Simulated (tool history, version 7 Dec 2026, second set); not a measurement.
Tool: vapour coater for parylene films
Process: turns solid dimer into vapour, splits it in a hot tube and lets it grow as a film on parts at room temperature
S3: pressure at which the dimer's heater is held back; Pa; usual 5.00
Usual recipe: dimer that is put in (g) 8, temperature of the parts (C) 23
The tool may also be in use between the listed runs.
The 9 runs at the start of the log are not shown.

run 10 hour=316.2 | dimer_that_is_put_in_(g)=8 temperature_of_the_parts_(C)=23 S3=6.99 | thickness_of_the_film_(µm)=4.05
run 11 hour=358.5 | dimer_that_is_put_in_(g)=8 temperature_of_the_parts_(C)=23 S3=6.99 | thickness_of_the_film_(µm)=4.00
run 12 hour=392.9 | dimer_that_is_put_in_(g)=8 temperature_of_the_parts_(C)=23 S3=6.99 | thickness_of_the_film_(µm)=3.98
run 13 hour=416.0 | dimer_that_is_put_in_(g)=8 temperature_of_the_parts_(C)=23 S3=6.99 | thickness_of_the_film_(µm)=3.93
run 14 hour=448.8 | dimer_that_is_put_in_(g)=8 temperature_of_the_parts_(C)=23 S3=6.99 | thickness_of_the_film_(µm)=3.97
run 15 hour=476.4 | dimer_that_is_put_in_(g)=8 temperature_of_the_parts_(C)=23 S3=6.99 | thickness_of_the_film_(µm)=3.94
run 16 hour=513.9 | dimer_that_is_put_in_(g)=8 temperature_of_the_parts_(C)=23 S3=6.99 | thickness_of_the_film_(µm)=3.94
-- hour=524.0 trap's valve overhauled
run 17 hour=539.6 | dimer_that_is_put_in_(g)=8 temperature_of_the_parts_(C)=16 S3=6.99 | thickness_of_the_film_(µm)=4.47
run 18 hour=583.2 | dimer_that_is_put_in_(g)=8 temperature_of_the_parts_(C)=16 S3=6.99 | thickness_of_the_film_(µm)=4.41

What will run 19 give?
run 19 hour=630.4 | dimer_that_is_put_in_(g)=8 temperature_of_the_parts_(C)=16 S3=6.99 | thickness_of_the_film_(µm)=?

Run 19 produced thickness of the film (µm) 4.52.
With no hidden state in the tool, this same run would have given thickness of the film (µm) 5.40.
